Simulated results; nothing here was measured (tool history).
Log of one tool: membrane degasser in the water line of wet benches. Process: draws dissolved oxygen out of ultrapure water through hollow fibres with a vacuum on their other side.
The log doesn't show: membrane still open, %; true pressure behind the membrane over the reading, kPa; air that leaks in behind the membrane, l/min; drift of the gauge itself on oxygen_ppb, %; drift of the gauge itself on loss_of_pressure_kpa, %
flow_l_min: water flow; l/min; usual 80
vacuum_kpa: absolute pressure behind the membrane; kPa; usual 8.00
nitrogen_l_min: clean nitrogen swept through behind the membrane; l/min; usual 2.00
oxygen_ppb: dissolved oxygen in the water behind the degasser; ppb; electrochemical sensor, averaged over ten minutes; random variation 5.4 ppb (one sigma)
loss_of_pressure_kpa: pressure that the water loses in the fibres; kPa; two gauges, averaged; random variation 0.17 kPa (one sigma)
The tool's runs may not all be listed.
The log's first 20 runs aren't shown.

| run | hour | flow_l_min | vacuum_kpa | nitrogen_l_min | hours since the membrane was changed | hours since the vacuum gauge was calibrated | hours since the vacuum lines were made tight | oxygen_ppb | loss_of_pressure_kpa |
|---|---|---|---|---|---|---|---|---|---|
| 21 | 3063.0 | 77 | 5.05 | 1.03 | 6240 | 1556 | 5388 | 425.1 | 26.06 |
| 22 | 3181.0 | 98 | 8.00 | 2.00 | 6358 | 1674 | 5506 | 729.8 | 33.53 |
| 23 | 3382.8 | 78 | 8.00 | 5.70 | 6560 | 1876 | 5708 | 346.9 | 26.63 |
| 24 | 3552.5 | 78 | 8.00 | 5.70 | 6729 | 2046 | 5877 | 353.8 | 26.57 |
| 25 | 3702.2 | 78 | 4.93 | 2.96 | 6879 | 2195 | 6027 | 305.3 | 26.89 |
| 26 | 3809.8 | 99 | 8.00 | 3.50 | 6987 | 2303 | 6135 | 585.5 | 34.00 |
| 27 | 3967.2 | 125 | 8.00 | 1.98 | 7144 | 2460 | 6292 | 955.1 | 42.81 |
| 28 | 4148.3 | 125 | 8.00 | 1.98 | 7325 | 2642 | 6473 | 947.9 | 43.11 |
| 29 | 4272.6 | 84 | 11.26 | 1.04 | 7449 | 2766 | 6598 | 1183.9 | 29.19 |
| 30 | 4435.7 | 69 | 8.00 | 2.00 | 7613 | 2929 | 6761 | 493.5 | 24.02 |
| 31 | 4570.8 | 100 | 8.00 | 2.00 | 7748 | 3064 | 6896 | 749.8 | 34.90 |
|  | 4659.9 | seals of the vacuum lines changed |
| 32 | 4730.5 | 112 | 6.67 | 0.92 | 7905 | 3222 | 71 | 951.4 | 38.86 |

4 ways to go on from here, each from the tool as it stands after run 32. What would each give?
| A | 4838.9 | 80 | 8.00 | 5.38 | 8014 | 3330 | 179 | ? | ? |
| B | 4838.9 | 67 | 6.67 | 5.92 | 8014 | 3330 | 179 | ? | ? |
| C | 4838.9 | 80 | 8.00 | 4.78 | 8014 | 3330 | 179 | ? | ? |
| D | 4838.9 | 112 | 17.20 | 4.75 | 8014 | 3330 | 179 | ? | ? |

| run | oxygen_ppb | loss_of_pressure_kpa |
|---|---|---|
| A | 382.3 | 27.67 |
| B | 245.2 | 23.16 |
| C | 396.8 | 27.93 |
| D | 1023.0 | 38.93 |
Without the tool's hidden state the same runs would have given:
| run | oxygen_ppb | loss_of_pressure_kpa |
|---|---|---|
| A | 336.8 | 26.13 |
| B | 210.3 | 21.87 |
| C | 351.4 | 26.38 |
| D | 961.1 | 36.77 |

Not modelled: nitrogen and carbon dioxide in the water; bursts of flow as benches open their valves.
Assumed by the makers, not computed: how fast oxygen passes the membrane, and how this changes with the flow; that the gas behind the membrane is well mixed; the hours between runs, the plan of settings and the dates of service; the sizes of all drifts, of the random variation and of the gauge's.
